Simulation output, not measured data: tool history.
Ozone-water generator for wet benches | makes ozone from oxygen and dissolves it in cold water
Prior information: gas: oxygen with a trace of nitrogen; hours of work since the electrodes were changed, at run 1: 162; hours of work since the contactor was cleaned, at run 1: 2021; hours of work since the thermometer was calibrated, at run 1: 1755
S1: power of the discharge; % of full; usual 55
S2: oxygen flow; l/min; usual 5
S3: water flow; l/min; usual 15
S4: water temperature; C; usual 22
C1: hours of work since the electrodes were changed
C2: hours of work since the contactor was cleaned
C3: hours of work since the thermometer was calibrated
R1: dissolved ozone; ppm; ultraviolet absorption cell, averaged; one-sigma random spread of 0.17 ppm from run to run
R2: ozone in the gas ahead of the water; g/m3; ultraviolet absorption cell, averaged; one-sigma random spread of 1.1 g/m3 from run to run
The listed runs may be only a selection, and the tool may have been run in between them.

run,hour,S1,S2,S3,S4,C1,C2,C3,R1,R2
1,0,55,5,15,22,162,2021,1755,22,193.6
2,27.7,55,5,15,22,185,2044,1778,21.8,194.4
3,57.7,42,5,15,22,210,2069,1804,17.8,156.9
4,84,42,5,15,28,232,2091,1826,15.9,157.7
5,115,55,5,15,22,258,2117,1851,22.2,194.4
6,162.8,55,5,15,22,298,2157,1891,21.7,195.1
7,221.3,87,5,15,22,347,2206,1940,30.7,274.1
8,257.5,87,5,15,22,377,2236,1971,30.7,273.6
9,304.9,55,5,22,22,417,2276,2010,17,194.2
10,344.5,55,3.45,22,22,450,2309,2043,15.6,223.6
11,403.7,55,5,15,22,500,2359,2093,21.5,193
12,439,55,5,15,22,529,2388,2123,21.7,193.1
13,475.2,55,5,15,22,559,2418,2153,21.6,195
14,513.2,55,5,15,22,591,2450,2185,21.6,192.8
15,554.5,55,8.49,15,22,626,2485,2219,21.4,156.5
16,609.2,55,8.49,15,22,671,2531,2265,21.7,155.2
17,662.7,55,8.49,20,26,716,2575,2310,17.1,158.5
18,703.2,55,5.66,15,18,750,2609,2344,23.3,184
19,762.3,55,5.66,16,27,800,2659,2393,18.7,182.6
20,786.9,42,5.66,16,16,820,2679,2414,18.8,149.6
21,813.6,79,7.11,19,30,842,2701,2436,21.2,218.1
22,872.4,55,5,24,25,892,2751,2485,15,191
23,916.5,55,4.36,24,25,928,2788,2522,14.5,201.6
24,964.9,55,4.36,24,25,969,2828,2563,14.5,203
25,991.7,82,3.03,10,25,991,2851,2585,33.8,311.6
26,1031.6,89,3.74,10,25,1025,2884,2618,35.7,305.8
27,1083.2,51,2.67,10,18,1068,2927,2662,25.8,230.9
28,1121.9,51,2.67,10,18,1100,2959,2694,25.8,229.1
29,1177.8,55,5.37,15,30,1147,3006,2741,18.3,186.3
30,1223.4,55,5.37,15,30,1185,3044,2779,18,184.8
31,1257.9,55,5.37,15,30,1214,3073,2808,18.3,185.5
32,1302.6,73,5,23,29,1251,3111,2845,17.6,236.9

Pick out some run-to-run changes in R1. Of each, how much would a tool without hidden state show as well, from the settings, what came in and chance, and how much is left for the hidden state and any gauge scatter not in both results compared?
Hidden state present: yield of the discharge, % of new electrodes'; contactor's efficiency, % of a clean one's; true water temperature over the reading, C; drift of the gauge itself on ozone_ppm, %; drift of the gauge itself on gas_g_m3, %.
Run 8 -> 9: S1 87 -> 55, S3 15 -> 22. R1 -13.7 ppm: hidden state +0.6, all else -14.3.
Run 24 -> 25: S1 55 -> 82, S2 4.36 -> 3.03, S3 24 -> 10. R1 +19.3 ppm: hidden state -1.4, all else +20.7.
Run 26 -> 27: S1 89 -> 51, S2 3.74 -> 2.67, S4 25 -> 18. R1 -9.9 ppm: hidden state +0.8, all else -10.7.
